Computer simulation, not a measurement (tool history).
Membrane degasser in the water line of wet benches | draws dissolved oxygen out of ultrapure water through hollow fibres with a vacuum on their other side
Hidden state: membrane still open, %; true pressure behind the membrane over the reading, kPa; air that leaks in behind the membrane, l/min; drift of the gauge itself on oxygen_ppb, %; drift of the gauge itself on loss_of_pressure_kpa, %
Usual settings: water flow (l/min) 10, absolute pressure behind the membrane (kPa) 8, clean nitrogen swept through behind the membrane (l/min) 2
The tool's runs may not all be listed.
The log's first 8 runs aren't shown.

| run | hour | water flow (l/min) | absolute pressure behind the membrane (kPa) | clean nitrogen swept through behind the membrane (l/min) | hours since the membrane was changed | hours since the vacuum gauge was calibrated | hours since the vacuum lines were made tight | dissolved oxygen in the water behind the degasser (ppb) | pressure that the water loses in the fibres (kPa) |
|---|---|---|---|---|---|---|---|---|---|
| 9 | 1879.5 | 12 | 8 | 2 | 8264 | 4403 | 1121 | 141 | 55.34 |
| 10 | 2113.6 | 12 | 8 | 2 | 8499 | 4637 | 1355 | 142.1 | 55.02 |
| 11 | 2254.1 | 12 | 8 | 2 | 8639 | 4778 | 1496 | 142 | 55.41 |
| 12 | 2557 | 10 | 8 | 2 | 8942 | 5081 | 1799 | 104.6 | 45.98 |
| 13 | 2858.8 | 10 | 8 | 2 | 9244 | 5382 | 2101 | 103.6 | 46.02 |
| 14 | 3109.5 | 10 | 8 | 2 | 9494 | 5633 | 2351 | 104.6 | 45.98 |
|  | 3129.8 | vacuum gauge calibrated |
| 15 | 3311.8 | 10 | 8 | 2 | 9696 | 182 | 2553 | 108.7 | 46.05 |
| 16 | 3517.3 | 10 | 8 | 2 | 9902 | 388 | 2759 | 109.8 | 46.4 |
| 17 | 3792.8 | 10 | 16.78 | 0.95 | 10177 | 663 | 3034 | 371.5 | 46.36 |
| 18 | 4122.3 | 10 | 8 | 2 | 10507 | 993 | 3364 | 108.1 | 46.03 |
| 19 | 4460.8 | 10 | 19.25 | 5.51 | 10845 | 1331 | 3702 | 118.9 | 46.04 |
|  | 4587.2 | vacuum gauge calibrated, once more |
| 20 | 4709.8 | 13 | 15.93 | 1.16 | 11094 | 123 | 3951 | 406.3 | 60.42 |
| 21 | 5020.6 | 6 | 8 | 2 | 11405 | 433 | 4261 | 44.3 | 27.86 |
| 22 | 5290.5 | 6 | 14.38 | 2 | 11674 | 703 | 4531 | 94.1 | 27.7 |
| 23 | 5585.4 | 14 | 8 | 2 | 11969 | 998 | 4826 | 188.3 | 65.48 |
| 24 | 5919.3 | 8 | 18.03 | 2 | 12303 | 1332 | 5160 | 169.6 | 37.6 |
| 25 | 6212.8 | 8 | 18.03 | 2 | 12597 | 1626 | 5454 | 169 | 37.52 |
| 26 | 6513 | 10 | 10.42 | 2 | 12897 | 1926 | 5754 | 138.9 | 46.81 |
| 27 | 6727.3 | 10 | 10.42 | 2 | 13111 | 2140 | 5968 | 133.5 | 46.75 |
|  | 6961.2 | seals of the vacuum lines changed |
| 28 | 7062.1 | 10 | 18.51 | 5.88 | 13444 | 2473 | 101 | 109.6 | 46.77 |
| 29 | 7327.6 | 10 | 18.51 | 5.88 | 13710 | 2738 | 366 | 114.1 | 47.18 |
| 30 | 7572.6 | 10 | 18.51 | 5.88 | 13955 | 2983 | 611 | 116.1 | 46.56 |
| 31 | 7714.1 | 10 | 18.51 | 5.88 | 14096 | 3125 | 753 | 113.3 | 47.07 |

5 ways to go on from here, each from the tool as it stands after run 31. What would each give?
| A | 7964.8 | 13 | 6.01 | 0.9 | 14347 | 3376 | 1004 | ? | ? |
| B | 7964.8 | 8 | 9.36 | 5.88 | 14347 | 3376 | 1004 | ? | ? |
| C | 7964.8 | 15 | 8.42 | 0.89 | 14347 | 3376 | 1004 | ? | ? |
| D | 7964.8 | 7 | 8 | 4.05 | 14347 | 3376 | 1004 | ? | ? |
| E | 7964.8 | 10 | 18.51 | 5.4 | 14347 | 3376 | 1004 | ? | ? |

| run | dissolved oxygen in the water behind the degasser (ppb) | pressure that the water loses in the fibres (kPa) |
|---|---|---|
| A | 194.4 | 61.37 |
| B | 46.8 | 37.7 |
| C | 331.2 | 70.68 |
| D | 38.2 | 33.14 |
| E | 121.5 | 46.9 |
Without the tool's hidden state the same runs would have given:
| run | dissolved oxygen in the water behind the degasser (ppb) | pressure that the water loses in the fibres (kPa) |
|---|---|---|
| A | 165.4 | 57.67 |
| B | 38.4 | 35.42 |
| C | 295.4 | 66.41 |
| D | 32 | 31.15 |
| E | 107.1 | 44.06 |

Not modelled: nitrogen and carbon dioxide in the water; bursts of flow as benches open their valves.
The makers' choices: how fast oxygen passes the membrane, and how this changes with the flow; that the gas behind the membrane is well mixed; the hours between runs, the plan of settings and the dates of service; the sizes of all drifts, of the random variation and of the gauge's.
